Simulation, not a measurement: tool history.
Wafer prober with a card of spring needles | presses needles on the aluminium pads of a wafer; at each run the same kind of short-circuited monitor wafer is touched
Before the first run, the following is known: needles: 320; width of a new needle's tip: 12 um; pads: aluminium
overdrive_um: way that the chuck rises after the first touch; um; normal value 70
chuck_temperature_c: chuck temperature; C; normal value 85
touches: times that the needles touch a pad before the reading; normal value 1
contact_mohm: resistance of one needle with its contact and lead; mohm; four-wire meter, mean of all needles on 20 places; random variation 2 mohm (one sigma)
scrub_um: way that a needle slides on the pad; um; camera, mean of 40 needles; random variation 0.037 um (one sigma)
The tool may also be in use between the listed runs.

{"run": 1, "hour": 0.0, "overdrive_um": 70, "chuck_temperature_c": 85, "touches": 1, "contact_mohm": 260, "scrub_um": 9.94}
{"run": 2, "hour": 23.4, "overdrive_um": 90, "chuck_temperature_c": 85, "touches": 1, "contact_mohm": 267, "scrub_um": 12.81}
{"run": 3, "hour": 43.5, "overdrive_um": 90, "chuck_temperature_c": 85, "touches": 1, "contact_mohm": 271, "scrub_um": 12.77}
{"run": 4, "hour": 61.1, "overdrive_um": 90, "chuck_temperature_c": 85, "touches": 1, "contact_mohm": 272, "scrub_um": 12.76}
{"run": 5, "hour": 74.7, "overdrive_um": 90, "chuck_temperature_c": 85, "touches": 1, "contact_mohm": 270, "scrub_um": 12.72}
{"run": 6, "hour": 94.8, "overdrive_um": 90, "chuck_temperature_c": 85, "touches": 1, "contact_mohm": 279, "scrub_um": 12.75}
{"run": 7, "hour": 117.6, "overdrive_um": 90, "chuck_temperature_c": 85, "touches": 1, "contact_mohm": 263, "scrub_um": 12.68}
{"run": 8, "hour": 134.7, "overdrive_um": 70, "chuck_temperature_c": 85, "touches": 1, "contact_mohm": 263, "scrub_um": 9.73}
{"run": 9, "hour": 148.2, "overdrive_um": 70, "chuck_temperature_c": 85, "touches": 1, "contact_mohm": 261, "scrub_um": 9.69}
{"run": 10, "hour": 162.1, "overdrive_um": 70, "chuck_temperature_c": 85, "touches": 2, "contact_mohm": 253, "scrub_um": 9.69}
{"run": 11, "hour": 182.3, "overdrive_um": 70, "chuck_temperature_c": 85, "touches": 2, "contact_mohm": 259, "scrub_um": 9.72}
{"run": 12, "hour": 204.0, "overdrive_um": 70, "chuck_temperature_c": 85, "touches": 2, "contact_mohm": 263, "scrub_um": 9.65}
{"run": 13, "hour": 222.6, "overdrive_um": 70, "chuck_temperature_c": 85, "touches": 2, "contact_mohm": 263, "scrub_um": 9.66}
{"run": 14, "hour": 243.7, "overdrive_um": 70, "chuck_temperature_c": 39, "touches": 1, "contact_mohm": 262, "scrub_um": 9.61}
{"run": 15, "hour": 264.8, "overdrive_um": 70, "chuck_temperature_c": 39, "touches": 1, "contact_mohm": 250, "scrub_um": 9.61}
{"run": 16, "hour": 286.9, "overdrive_um": 70, "chuck_temperature_c": 85, "touches": 2, "contact_mohm": 261, "scrub_um": 9.6}
{"run": 17, "hour": 297.6, "overdrive_um": 70, "chuck_temperature_c": 115, "touches": 1, "contact_mohm": 270, "scrub_um": 9.58}
{"run": 18, "hour": 320.1, "overdrive_um": 70, "chuck_temperature_c": 115, "touches": 1, "contact_mohm": 275, "scrub_um": 9.56}
{"run": 19, "hour": 341.6, "overdrive_um": 70, "chuck_temperature_c": 77, "touches": 1, "contact_mohm": 270, "scrub_um": 9.56}
{"run": 20, "hour": 361.4, "overdrive_um": 87, "chuck_temperature_c": 48, "touches": 1, "contact_mohm": 250, "scrub_um": 11.6}
{"run": 21, "hour": 372.6, "overdrive_um": 90, "chuck_temperature_c": 85, "touches": 1, "contact_mohm": 273, "scrub_um": 11.98}
{"run": 22, "hour": 390.3, "overdrive_um": 64, "chuck_temperature_c": 66, "touches": 1, "contact_mohm": 269, "scrub_um": 8.18}
{"run": 23, "hour": 403.4, "overdrive_um": 89, "chuck_temperature_c": 66, "touches": 1, "contact_mohm": 263, "scrub_um": 11.88}
{"run": 24, "hour": 427.1, "overdrive_um": 64, "chuck_temperature_c": 85, "touches": 1, "contact_mohm": 256, "scrub_um": 9.4}
{"run": 25, "hour": 450.6, "overdrive_um": 58, "chuck_temperature_c": 34, "touches": 2, "contact_mohm": 250, "scrub_um": 8.46}
{"run": 26, "hour": 473.9, "overdrive_um": 58, "chuck_temperature_c": 34, "touches": 2, "contact_mohm": 254, "scrub_um": 8.43}
{"run": 27, "hour": 484.1, "overdrive_um": 61, "chuck_temperature_c": 59, "touches": 1, "contact_mohm": 266, "scrub_um": 8.8}
{"run": 28, "hour": 501.8, "overdrive_um": 61, "chuck_temperature_c": 59, "touches": 1, "contact_mohm": 263, "scrub_um": 8.85}
{"run": 29, "hour": 514.8, "overdrive_um": 63, "chuck_temperature_c": 41, "touches": 1, "contact_mohm": 256, "scrub_um": 9.14}
{"run": 30, "hour": 537.9, "overdrive_um": 63, "chuck_temperature_c": 41, "touches": 1, "contact_mohm": 264, "scrub_um": 9.13}
{"run": 31, "hour": 559.4, "overdrive_um": 84, "chuck_temperature_c": 85, "touches": 1, "contact_mohm": 251, "scrub_um": 12.13}
{"run": 32, "hour": 570.1, "overdrive_um": 84, "chuck_temperature_c": 85, "touches": 1, "contact_mohm": 269, "scrub_um": 12.13}

Not shown: 36 entries that the log had between the listed runs. Between which runs, and how does the tool's hidden state differ before and after?
Runs 1 to 2: tips cleaned on abrasive film (hour 15.8)
  debris on the tips, nm: 5.5 -> 35.7; way that the needles fall short of the set height, um: 2.56 -> 2.7; tips' diameter, um: 12.9 -> 12.95
  the result without the hidden state subtracted from the measured one, contact_mohm: +2 -> +11 mohm; scrub_um: -0.38 -> -0.4 um
Runs 2 to 3: tips cleaned on abrasive film (hour 31.9)
  debris on the tips, nm: 35.7 -> 51.9; way that the needles fall short of the set height, um: 2.7 -> 2.82; tips' diameter, um: 12.95 -> 12.99
  the result without the hidden state subtracted from the measured one, contact_mohm: +11 -> +17 mohm; scrub_um: -0.4 -> -0.41 um
Runs 3 to 4: tips cleaned on abrasive film (hour 47.8)
  debris on the tips, nm: 51.9 -> 56.6; way that the needles fall short of the set height, um: 2.82 -> 2.96; tips' diameter, um: 12.99 -> 13.04
  the result without the hidden state subtracted from the measured one, contact_mohm: +17 -> +18 mohm; scrub_um: -0.41 -> -0.44 um
Runs 4 to 5: tips cleaned on abrasive film (hour 64.2)
  debris on the tips, nm: 56.6 -> 49.7; way that the needles fall short of the set height, um: 2.96 -> 3.11; tips' diameter, um: 13.04 -> 13.09
  the result without the hidden state subtracted from the measured one, contact_mohm: +18 -> +16 mohm; scrub_um: -0.44 -> -0.46 um
Runs 5 to 6: tips cleaned on abrasive film (hour 79.9)
  debris on the tips, nm: 49.7 -> 61.7; way that the needles fall short of the set height, um: 3.11 -> 3.26; tips' diameter, um: 13.09 -> 13.14
  the result without the hidden state subtracted from the measured one, contact_mohm: +16 -> +20 mohm; scrub_um: -0.46 -> -0.48 um
Runs 6 to 7: tips cleaned on abrasive film (hour 96.5); tips cleaned on abrasive film (hour 113.6)
  debris on the tips, nm: 61.7 -> 21.5; way that the needles fall short of the set height, um: 3.26 -> 3.49; tips' diameter, um: 13.14 -> 13.22
  the result without the hidden state subtracted from the measured one, contact_mohm: +20 -> +6 mohm; scrub_um: -0.48 -> -0.52 um
Runs 7 to 8: tips cleaned on abrasive film (hour 129.8)
  debris on the tips, nm: 21.5 -> 28.2; way that the needles fall short of the set height, um: 3.49 -> 3.63; tips' diameter, um: 13.22 -> 13.27
  the result without the hidden state subtracted from the measured one, contact_mohm: +6 -> +9 mohm; scrub_um: -0.52 -> -0.54 um
Runs 8 to 9: tips cleaned on abrasive film (hour 146.1)
  debris on the tips, nm: 28.2 -> 14.5; way that the needles fall short of the set height, um: 3.63 -> 3.77; tips' diameter, um: 13.27 -> 13.32
  the result without the hidden state subtracted from the measured one, contact_mohm: +9 -> +4 mohm; scrub_um: -0.54 -> -0.55 um
Runs 9 to 10: tips cleaned on abrasive film (hour 162.1)
  debris on the tips, nm: 14.5 -> 4.2; way that the needles fall short of the set height, um: 3.77 -> 3.86; tips' diameter, um: 13.32 -> 13.35
  the result without the hidden state subtracted from the measured one, contact_mohm: +4 -> +0 mohm; scrub_um: -0.55 -> -0.56 um
Runs 10 to 11: tips cleaned on abrasive film (hour 179.1)
  debris on the tips, nm: 4.2 -> 19.4; way that the needles fall short of the set height, um: 3.86 -> 3.97; tips' diameter, um: 13.35 -> 13.39
  the result without the hidden state subtracted from the measured one, contact_mohm: +0 -> +3 mohm; scrub_um: -0.56 -> -0.58 um
Runs 11 to 12: tips cleaned on abrasive film (hour 195.9)
  debris on the tips, nm: 19.4 -> 42.2; way that the needles fall short of the set height, um: 3.97 -> 4.1; tips' diameter, um: 13.39 -> 13.44
  the result without the hidden state subtracted from the measured one, contact_mohm: +3 -> +8 mohm; scrub_um: -0.58 -> -0.6 um
Runs 12 to 13: tips cleaned on abrasive film (hour 212.2)
  debris on the tips, nm: 42.2 -> 44.3; way that the needles fall short of the set height, um: 4.1 -> 4.24; tips' diameter, um: 13.44 -> 13.48
  the result without the hidden state subtracted from the measured one, contact_mohm: +8 -> +9 mohm; scrub_um: -0.6 -> -0.62 um
Runs 13 to 14: tips cleaned on abrasive film (hour 228.3)
  debris on the tips, nm: 44.3 -> 64.5; way that the needles fall short of the set height, um: 4.24 -> 4.34; tips' diameter, um: 13.48 -> 13.52
  the result without the hidden state subtracted from the measured one, contact_mohm: +9 -> +21 mohm; scrub_um: -0.62 -> -0.63 um
Runs 14 to 15: tips cleaned on abrasive film (hour 244.8); tips cleaned on abrasive film (hour 260.6)
  debris on the tips, nm: 64.5 -> 24.8; way that the needles fall short of the set height, um: 4.34 -> 4.59; tips' diameter, um: 13.52 -> 13.61
  the result without the hidden state subtracted from the measured one, contact_mohm: +21 -> +8 mohm; scrub_um: -0.63 -> -0.68 um
Runs 15 to 16: tips cleaned on abrasive film (hour 276.9)
  debris on the tips, nm: 24.8 -> 47.8; way that the needles fall short of the set height, um: 4.59 -> 4.71; tips' diameter, um: 13.61 -> 13.65
  the result without the hidden state subtracted from the measured one, contact_mohm: +8 -> +8 mohm; scrub_um: -0.68 -> -0.69 um
Runs 16 to 17: tips cleaned on abrasive film (hour 293.5)
  debris on the tips, nm: 47.8 -> 24.1; way that the needles fall short of the set height, um: 4.71 -> 4.8; tips' diameter, um: 13.65 -> 13.68
  the result without the hidden state subtracted from the measured one, contact_mohm: +8 -> +7 mohm; scrub_um: -0.69 -> -0.7 um
Runs 17 to 18: tips cleaned on abrasive film (hour 309.4)
  debris on the tips, nm: 24.1 -> 50; way that the needles fall short of the set height, um: 4.8 -> 4.94; tips' diameter, um: 13.68 -> 13.73
  the result without the hidden state subtracted from the measured one, contact_mohm: +7 -> +15 mohm; scrub_um: -0.7 -> -0.73 um
Runs 18 to 19: tips cleaned on abrasive film (hour 326.9)
  debris on the tips, nm: 50 -> 58.8; way that the needles fall short of the set height, um: 4.94 -> 5.08; tips' diameter, um: 13.73 -> 13.78
  the result without the hidden state subtracted from the measured one, contact_mohm: +15 -> +18 mohm; scrub_um: -0.73 -> -0.75 um
Runs 19 to 20: tips cleaned on abrasive film (hour 343.1); height of the first contact set anew (hour 356.9); tips cleaned on abrasive film (hour 359.9)
  debris on the tips, nm: 58.8 -> 9.4; way that the needles fall short of the set height, um: 5.08 -> 8.1; tips' diameter, um: 13.78 -> 13.87
  the result without the hidden state subtracted from the measured one, contact_mohm: +18 -> +3 mohm; scrub_um: -0.75 -> -1.19 um
Runs 21 to 22: tips cleaned on abrasive film (hour 376.1)
  debris on the tips, nm: 55.6 -> 57; way that the needles fall short of the set height, um: 8.1 -> 8.22; tips' diameter, um: 13.87 -> 13.91
  the result without the hidden state subtracted from the measured one, contact_mohm: +16 -> +21 mohm; scrub_um: -1.18 -> -1.21 um
Runs 22 to 23: tips cleaned on abrasive film (hour 392.6)
  debris on the tips, nm: 57 -> 49.1; way that the needles fall short of the set height, um: 8.22 -> 8.31; tips' diameter, um: 13.91 -> 13.94
  the result without the hidden state subtracted from the measured one, contact_mohm: +21 -> +14 mohm; scrub_um: -1.21 -> -1.22 um
Runs 23 to 24: tips cleaned on abrasive film (hour 409); height of the first contact set anew, once more (hour 420.5); tips cleaned on abrasive film (hour 425.7)
  debris on the tips, nm: 49.1 -> 11.1; way that the needles fall short of the set height, um: 8.31 -> 0.1; tips' diameter, um: 13.94 -> 14.02
  the result without the hidden state subtracted from the measured one, contact_mohm: +14 -> +3 mohm; scrub_um: -1.22 -> -0.01 um
Runs 24 to 25: tips cleaned on abrasive film (hour 441.9)
  debris on the tips, nm: 11.1 -> 38.2; way that the needles fall short of the set height, um: 0.1 -> 0.18; tips' diameter, um: 14.02 -> 14.05
  the result without the hidden state subtracted from the measured one, contact_mohm: +3 -> +8 mohm; scrub_um: -0.01 -> -0.03 um
Runs 25 to 26: tips cleaned on abrasive film (hour 458.7)
  debris on the tips, nm: 38.2 -> 62.1; way that the needles fall short of the set height, um: 0.18 -> 0.31; tips' diameter, um: 14.05 -> 14.09
  the result without the hidden state subtracted from the measured one, contact_mohm: +8 -> +13 mohm; scrub_um: -0.03 -> -0.05 um
Runs 26 to 27: tips cleaned on abrasive film (hour 475.3)
  debris on the tips, nm: 62.1 -> 44.5; way that the needles fall short of the set height, um: 0.31 -> 0.44; tips' diameter, um: 14.09 -> 14.13
  the result without the hidden state subtracted from the measured one, contact_mohm: +13 -> +14 mohm; scrub_um: -0.05 -> -0.06 um
Runs 27 to 28: tips cleaned on abrasive film (hour 492.6)
  debris on the tips, nm: 44.5 -> 45.9; way that the needles fall short of the set height, um: 0.44 -> 0.54; tips' diameter, um: 14.13 -> 14.17
  the result without the hidden state subtracted from the measured one, contact_mohm: +14 -> +15 mohm; scrub_um: -0.06 -> -0.08 um
Runs 28 to 29: tips cleaned on abrasive film (hour 508.8)
  debris on the tips, nm: 45.9 -> 28.5; way that the needles fall short of the set height, um: 0.54 -> 0.69; tips' diameter, um: 14.17 -> 14.22
  the result without the hidden state subtracted from the measured one, contact_mohm: +15 -> +8 mohm; scrub_um: -0.08 -> -0.11 um
Runs 29 to 30: tips cleaned on abrasive film (hour 525.7)
  debris on the tips, nm: 28.5 -> 58.2; way that the needles fall short of the set height, um: 0.69 -> 0.78; tips' diameter, um: 14.22 -> 14.25
  the result without the hidden state subtracted from the measured one, contact_mohm: +8 -> +19 mohm; scrub_um: -0.11 -> -0.11 um
Runs 30 to 31: tips cleaned on abrasive film (hour 542.1); tips cleaned on abrasive film (hour 559.4)
  debris on the tips, nm: 58.2 -> 4.6; way that the needles fall short of the set height, um: 0.78 -> 1; tips' diameter, um: 14.25 -> 14.33
  the result without the hidden state subtracted from the measured one, contact_mohm: +19 -> +1 mohm; scrub_um: -0.11 -> -0.15 um
